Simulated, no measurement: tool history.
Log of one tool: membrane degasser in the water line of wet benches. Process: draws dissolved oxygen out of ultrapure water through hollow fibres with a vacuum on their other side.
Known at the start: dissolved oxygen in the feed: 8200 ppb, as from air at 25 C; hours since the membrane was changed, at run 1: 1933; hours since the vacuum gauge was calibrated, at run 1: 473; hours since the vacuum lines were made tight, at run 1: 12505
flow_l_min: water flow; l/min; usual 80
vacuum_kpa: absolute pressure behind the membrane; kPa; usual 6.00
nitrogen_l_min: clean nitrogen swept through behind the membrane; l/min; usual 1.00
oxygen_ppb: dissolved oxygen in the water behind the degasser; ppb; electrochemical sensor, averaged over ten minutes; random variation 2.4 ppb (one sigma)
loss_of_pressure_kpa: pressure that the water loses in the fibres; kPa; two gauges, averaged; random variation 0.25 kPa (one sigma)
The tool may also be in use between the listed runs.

run,hour,flow_l_min,vacuum_kpa,nitrogen_l_min,hours since the membrane was changed,hours since the vacuum gauge was calibrated,hours since the vacuum lines were made tight,oxygen_ppb,loss_of_pressure_kpa
1,0.0,80,6.00,1.00,1933,473,12505,367.4,66.74
2,117.1,80,6.00,1.00,2051,590,12622,365.7,66.34
# hour 180.2: seals of the vacuum lines changed
3,245.7,80,6.13,1.00,2177,717,65,384.7,66.56
4,359.4,80,6.13,1.00,2291,831,179,384.2,66.51
5,493.5,80,6.13,1.00,2425,965,313,387.0,66.76
6,678.6,80,6.79,1.00,2610,1150,498,464.0,66.63
7,772.0,80,8.33,1.00,2703,1243,592,651.7,67.29
8,943.6,80,8.33,1.00,2875,1415,763,647.1,67.16
9,1023.6,80,8.33,1.00,2955,1495,843,654.2,67.04
10,1147.1,80,8.33,1.00,3079,1618,967,656.1,67.19
11,1255.5,80,5.95,1.00,3187,1727,1075,361.1,67.28
12,1444.2,80,5.95,1.00,3376,1915,1264,360.0,67.31
13,1629.7,80,5.95,1.00,3561,2101,1450,362.1,67.18
14,1719.2,80,10.12,1.00,3651,2190,1539,861.5,66.81
15,1884.0,80,10.12,1.00,3815,2355,1704,861.9,67.32
16,2047.1,80,10.12,1.00,3979,2518,1867,849.8,67.03
17,2140.9,108,6.00,1.00,4072,2612,1961,454.7,91.31
18,2222.1,80,11.20,1.28,4154,2693,2042,837.9,67.78
19,2383.2,77,8.21,0.50,4315,2854,2203,915.9,65.03
20,2561.1,80,5.80,2.18,4493,3032,2381,195.7,67.39
21,2638.4,100,5.90,2.07,4570,3110,2458,256.6,84.75
22,2717.4,100,4.12,2.07,4649,3189,2537,98.4,84.62
23,2824.0,100,4.12,2.07,4756,3295,2644,99.3,84.11
24,2954.1,95,6.48,0.46,4886,3425,2774,718.0,80.66
25,3126.1,84,7.68,2.47,5058,3597,2946,312.5,71.37
26,3215.6,74,7.05,1.61,5147,3687,3035,334.8,62.92
27,3305.0,81,5.55,1.01,5236,3776,3125,310.6,68.84
28,3411.4,81,5.55,1.01,5343,3883,3231,311.3,68.85
29,3582.1,65,8.82,1.01,5514,4053,3402,622.5,55.20
30,3669.1,61,8.82,0.83,5601,4140,3489,666.6,51.50
31,3824.8,61,8.82,0.83,5756,4296,3645,667.5,51.95
32,3939.7,61,8.82,0.83,5871,4411,3760,664.3,51.62

Hidden state at the last listed run before each entry between runs and at the first one after, where it differs:
Between runs 2 and 3: seals of the vacuum lines changed (hour 180.2)
  air that leaks in behind the membrane, l/min: 0.0021 -> 0.002; drift of the gauge itself on loss_of_pressure_kpa, %: 0.07 -> 0.14
  measured less the result without the state, loss_of_pressure_kpa: +0.05 -> +0.10 kPa
